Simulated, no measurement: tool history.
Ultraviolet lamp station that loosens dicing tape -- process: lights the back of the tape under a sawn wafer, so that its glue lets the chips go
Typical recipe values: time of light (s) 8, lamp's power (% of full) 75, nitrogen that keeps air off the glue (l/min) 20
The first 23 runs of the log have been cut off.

run	hour	time of light (s)	lamp's power (% of full)	nitrogen that keeps air off the glue (l/min)	hours of work of the lamp	hours of work since the window was cleaned	force that peels the tape off (N)	light that reached the tape (J/m2)
24	549.2	4	75	19	21	109	3.102	1030
25	580.6	7	75	36	45	133	0.930	1720
26	595.9	8	75	29	57	145	0.786	1990
27	611.6	12	75	20	70	157	0.497	2950
28	646.1	8	62	20	96	184	1.566	1600
29	674.2	8	62	20	118	206	1.637	1590
30	693.2	12	75	19	133	221	0.551	2830
31	723.6	14	94	12	157	244	0.375	4050
32	750.4	14	94	12	178	265	0.394	4000
33	770.4	9	75	32	193	281	0.697	2010
34	786.3	8	83	26	205	293	0.890	2000
35	811.4	8	90	18	225	313	1.030	2130
36	832.7	13	75	6	242	329	1.528	2890
37	849.9	11	89	12	255	343	0.842	2880
38	866.7	11	89	12	268	356	0.835	2830
39	896.9	8	75	32	292	379	1.045	1690
40	933.0	8	84	32	320	407	0.845	1820
41	952.6	6	71	13	335	423	3.180	1150
42	981.6	6	71	13	357	445	3.265	1150
43	999.9	5	71	21	372	459	3.107	950
44	1033.0	11	66	31	397	485	0.822	1890

Each row is a separate what-if for the run after 44, all from the same tool condition, not one after another. Results?
A	1066.1	8	75	20	423	511	?	?
B	1066.1	8	71	20	423	511	?	?
C	1066.1	11	86	21	423	511	?	?

run	force that peels the tape off (N)	light that reached the tape (J/m2)
A	1.657	1550
B	1.850	1450
C	0.672	2460
Without the tool's unlogged condition, the same runs would have read:
run	force that peels the tape off (N)	light that reached the tape (J/m2)
A	0.949	2110
B	1.083	1990
C	0.351	3360
